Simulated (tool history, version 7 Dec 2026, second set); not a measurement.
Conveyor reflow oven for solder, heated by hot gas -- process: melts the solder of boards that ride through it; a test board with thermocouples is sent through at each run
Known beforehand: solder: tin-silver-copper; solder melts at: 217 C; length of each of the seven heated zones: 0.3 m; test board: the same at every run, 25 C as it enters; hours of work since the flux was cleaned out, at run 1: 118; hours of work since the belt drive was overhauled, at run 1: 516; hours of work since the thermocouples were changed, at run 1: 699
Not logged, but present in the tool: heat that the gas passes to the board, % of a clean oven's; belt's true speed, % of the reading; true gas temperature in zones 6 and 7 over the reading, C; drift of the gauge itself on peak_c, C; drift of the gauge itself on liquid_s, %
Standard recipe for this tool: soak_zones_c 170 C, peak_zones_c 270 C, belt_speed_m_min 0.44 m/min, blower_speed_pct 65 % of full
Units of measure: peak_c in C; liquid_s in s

run,hour,soak_zones_c,peak_zones_c,belt_speed_m_min,blower_speed_pct,hours of work since the flux was cleaned out,hours of work since the belt drive was overhauled,hours of work since the thermocouples were changed,peak_c,liquid_s
1,0,170,270,0.44,65,118,516,699,252.1,60.2
2,44.5,170,270,0.44,65,144,542,725,251.9,60.1
# hour 78.1: flux residue cleaned out of gas plates and filters
3,92.4,170,270,0.503,65,8,567,750,248.4,49.1
4,143.1,170,270,0.44,65,38,597,780,252.8,60.9
5,178.9,170,270,0.44,65,59,618,801,252.3,60.9
6,212.8,170,270,0.44,65,79,638,821,252.1,60.8
7,268.1,170,270,0.44,65,112,670,853,251.7,60.6
8,324.2,170,270,0.44,52,144,703,886,247.6,55.5
# hour 356.8: flux residue cleaned out of gas plates and filters
9,356.8,170,270,0.44,52,0,719,902,248.7,57
10,390.8,170,270,0.44,52,20,739,922,248.4,56.9
11,442.7,170,270,0.44,52,50,770,953,248.1,56.6
12,489.3,170,264,0.44,65,78,797,980,246.9,56.8
13,530.9,179,270,0.44,65,102,821,1004,253.1,65.2
# hour 567.4: thermocouples of zones 6 and 7 changed
14,588.4,173,270,0.44,65,135,854,12,254,63.5
15,626.3,173,270,0.524,83,157,876,35,252.4,52.2
# hour 637.6: flux residue cleaned out of gas plates and filters
16,670.5,173,271,0.524,70,19,899,58,251.5,50.7
17,699.8,173,271,0.524,70,36,916,75,250.8,50.5
18,728.9,173,271,0.524,70,54,933,92,250.6,50.5
19,763.1,167,284,0.401,65,74,954,112,269.1,78.1
20,819.2,161,284,0.501,65,107,986,145,258.8,54.5
21,872.4,165,285,0.358,76,138,1018,176,274.6,91.2
# hour 919: flux residue cleaned out of gas plates and filters
22,934.6,165,282,0.358,53,9,1051,210,267.3,86.6
23,979.7,170,270,0.44,64,36,1078,236,253.9,62.8
24,1015.9,170,270,0.44,64,57,1099,257,253.5,62.7
25,1040.2,172,264,0.459,83,71,1113,272,251.3,60.2
26,1081.9,170,270,0.367,52,96,1138,296,255.6,77.5

Per-run results on a tool with no hidden state, each run keeping its own random variation:
run,peak_c,liquid_s
1,254.2,61.1
2,254.2,61.2
3,249.6,49.3
4,254.4,61.2
5,254.2,61.3
6,254.2,61.3
7,254.1,61.4
8,250,56.8
9,250.1,56.9
10,249.9,56.9
11,249.9,56.9
12,249.1,57.5
13,255.5,65.5
14,254.5,62.5
15,253.4,51.8
16,251.4,49.5
17,250.9,49.3
18,250.8,49.5
19,269.5,76.4
20,259.6,53.7
21,275.6,89.4
22,267.2,84
23,254,61
24,253.8,61
25,252,58.9
26,256.1,75.6

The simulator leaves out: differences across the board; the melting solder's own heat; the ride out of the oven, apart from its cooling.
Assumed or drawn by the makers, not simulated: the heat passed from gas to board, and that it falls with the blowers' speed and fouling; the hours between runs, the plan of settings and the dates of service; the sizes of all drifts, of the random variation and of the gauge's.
